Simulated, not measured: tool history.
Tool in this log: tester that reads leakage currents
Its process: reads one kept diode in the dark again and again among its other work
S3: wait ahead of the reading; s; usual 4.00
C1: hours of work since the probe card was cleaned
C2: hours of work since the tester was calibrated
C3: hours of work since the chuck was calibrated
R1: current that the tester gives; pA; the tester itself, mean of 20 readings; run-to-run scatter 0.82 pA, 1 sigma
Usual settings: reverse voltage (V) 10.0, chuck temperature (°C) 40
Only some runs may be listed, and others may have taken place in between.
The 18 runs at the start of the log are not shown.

{"run": 19, "day": 24.546, "reverse voltage (V)": 1.8, "chuck temperature (°C)": 40, "S3": 4.0, "C1": 410, "C2": 479, "C3": 1152, "R1": 122.89}
{"run": 20, "day": 26.429, "reverse voltage (V)": 1.8, "chuck temperature (°C)": 40, "S3": 4.0, "C1": 431, "C2": 500, "C3": 1172, "R1": 123.59}
{"day": 27.167, "done": "chuck's temperature calibrated"}
{"run": 21, "day": 27.371, "reverse voltage (V)": 10.0, "chuck temperature (°C)": 40, "S3": 3.85, "C1": 440, "C2": 509, "C3": 2, "R1": 275.81}
{"run": 22, "day": 29.321, "reverse voltage (V)": 10.0, "chuck temperature (°C)": 40, "S3": 3.85, "C1": 462, "C2": 531, "C3": 24, "R1": 279.16}
{"run": 23, "day": 30.133, "reverse voltage (V)": 10.0, "chuck temperature (°C)": 32, "S3": 4.97, "C1": 471, "C2": 540, "C3": 33, "R1": 155.43}
{"run": 24, "day": 31.858, "reverse voltage (V)": 10.0, "chuck temperature (°C)": 50, "S3": 4.0, "C1": 490, "C2": 559, "C3": 52, "R1": 561.44}
{"run": 25, "day": 32.712, "reverse voltage (V)": 1.6, "chuck temperature (°C)": 33, "S3": 4.0, "C1": 499, "C2": 568, "C3": 61, "R1": 61.99}
{"run": 26, "day": 34.562, "reverse voltage (V)": 5.1, "chuck temperature (°C)": 40, "S3": 0.87, "C1": 520, "C2": 589, "C3": 82, "R1": 196.34}
{"run": 27, "day": 35.762, "reverse voltage (V)": 5.1, "chuck temperature (°C)": 40, "S3": 0.87, "C1": 533, "C2": 602, "C3": 95, "R1": 195.62}
{"run": 28, "day": 37.738, "reverse voltage (V)": 10.0, "chuck temperature (°C)": 44, "S3": 9.74, "C1": 555, "C2": 624, "C3": 117, "R1": 374.8}

Predict the results of run 29:
{"run": 29, "day": 38.871, "reverse voltage (V)": 10.0, "chuck temperature (°C)": 44, "S3": 9.74, "C1": 567, "C2": 636, "C3": 129, "R1": "?"}

R1: 375.49 pA
With no hidden state in the tool, this same run would have given R1 363.93 pA.
